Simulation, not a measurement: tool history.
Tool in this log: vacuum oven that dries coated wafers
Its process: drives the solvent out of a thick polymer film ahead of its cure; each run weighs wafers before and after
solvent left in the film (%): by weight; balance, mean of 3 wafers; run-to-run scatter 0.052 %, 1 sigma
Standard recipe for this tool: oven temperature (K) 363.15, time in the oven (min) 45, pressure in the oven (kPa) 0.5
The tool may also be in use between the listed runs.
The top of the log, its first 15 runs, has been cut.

run,hour,oven temperature (K),time in the oven (min),pressure in the oven (kPa),hours of work since the thermocouples were calibrated,hours of work since the vacuum gauge was cleaned of residue,solvent left in the film (%)
16,403.5,363.15,45,0.5,834,413,1.4
17,425.2,363.15,45,0.5,849,428,1.41
18,450.6,363.15,45,0.5,866,445,1.41
19,483.6,370.15,51,0.416,889,468,0.7
20,507.4,370.15,51,1.744,905,484,2.66
21,527.5,370.15,51,1.744,919,498,2.61
22,544.9,370.15,71,0.798,931,510,1.23
23,565.8,349.15,71,0.773,946,525,3.6
24,598.2,349.15,71,0.773,968,547,3.64
25,620.9,349.15,71,0.773,984,563,3.65
26,652.1,349.15,71,0.773,1005,584,3.71
27,686.7,361.15,71,0.333,1029,608,0.89
28,713.9,361.15,71,0.333,1048,627,0.92
29,736,361.15,27,0.749,1063,642,3.22
30,753.9,350.15,24,0.5,1076,655,5.92
31,776.2,350.15,24,0.5,1091,670,5.96
32,802.8,360.15,45,0.5,1109,688,1.77
33,833.4,360.15,24,0.5,1131,710,3.29
34,860,360.15,24,0.5,1149,728,3.29
35,887.2,363.15,45,0.319,1168,747,0.99

Here are 4 independent what-if runs from the current tool condition. What would each one return?
A,901.7,351.15,26,0.37,1178,757,?
B,901.7,363.15,30,1.083,1178,757,?
C,901.7,352.15,45,1.687,1178,757,?
D,901.7,373.15,35,1.657,1178,757,?

run,solvent left in the film (%)
A,4.98
B,3.12
C,6.4
D,2.33
With no hidden state in the tool, these same runs would have given:
run,solvent left in the film (%)
A,4.98
B,3.12
C,6.4
D,2.32
